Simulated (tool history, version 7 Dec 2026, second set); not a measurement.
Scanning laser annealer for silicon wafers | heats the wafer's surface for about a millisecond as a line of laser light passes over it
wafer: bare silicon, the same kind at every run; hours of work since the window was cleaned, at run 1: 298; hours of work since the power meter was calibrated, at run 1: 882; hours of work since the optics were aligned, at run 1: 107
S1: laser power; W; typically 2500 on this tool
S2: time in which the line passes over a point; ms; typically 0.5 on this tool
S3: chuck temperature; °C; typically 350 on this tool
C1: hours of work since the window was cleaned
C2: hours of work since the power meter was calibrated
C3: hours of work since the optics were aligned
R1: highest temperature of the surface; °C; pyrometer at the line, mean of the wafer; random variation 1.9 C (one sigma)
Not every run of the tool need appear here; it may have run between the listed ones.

run,hour,S1,S2,S3,C1,C2,C3,R1
1,0,2500,0.5,350,298,882,107,1086
2,41.1,2500,0.5,350,315,898,124,1084
# hour 54.6: window over the wafer cleaned
3,82.1,2500,0.5,329,11,914,140,1106
4,120.1,2500,0.5,350,27,930,155,1124
5,182.8,2500,0.5,376,53,956,181,1145
6,233.2,2500,0.558,350,73,976,202,1162
7,277.2,2500,0.558,350,91,994,220,1164
8,309.6,2500,0.472,350,105,1008,233,1090
9,367.3,2500,0.472,319,128,1031,257,1053
10,426.7,2500,0.39,319,153,1056,281,982
11,490.7,2500,0.39,319,179,1082,307,974
12,557.3,2500,0.39,319,206,1109,335,973
13,591,2517,0.39,319,220,1123,348,976
14,651.6,2517,0.39,319,245,1148,373,975
15,710.3,2302,0.544,343,269,1172,397,1042
16,776.1,2518,0.536,345,296,1199,424,1113
17,809.4,2500,0.606,343,310,1213,438,1155
# hour 836.6: window over the wafer cleaned
18,858.1,2500,0.606,343,9,1232,457,1203
19,894.8,2500,0.606,343,24,1247,472,1194
20,958.2,2534,0.413,383,50,1273,498,1086
21,994.2,2305,0.435,336,65,1288,513,976
22,1040,2305,0.435,336,83,1307,532,977
23,1094.3,2748,0.445,336,106,1329,554,1137
24,1152.2,2589,0.535,336,129,1353,578,1154
25,1194.7,2142,0.535,319,147,1370,595,969
26,1225.9,2574,0.517,328,160,1383,608,1122
27,1280.5,2574,0.517,328,182,1405,630,1118

5 options for the next run, each taken on its own from the tool as it stands now. Forecast them:
A,1307.3,2574,0.517,343,193,1416,641,?
B,1307.3,2180,0.517,360,193,1416,641,?
C,1307.3,2248,0.437,316,193,1416,641,?
D,1307.3,2574,0.582,328,193,1416,641,?
E,1307.3,2670,0.519,333,193,1416,641,?

run,R1
A,1130
B,1002
C,925
D,1166
E,1159
The same runs, with their run-to-run variation unchanged, on a tool lacking any hidden condition would have given:
run,R1
A,1168
B,1033
C,954
D,1205
E,1198
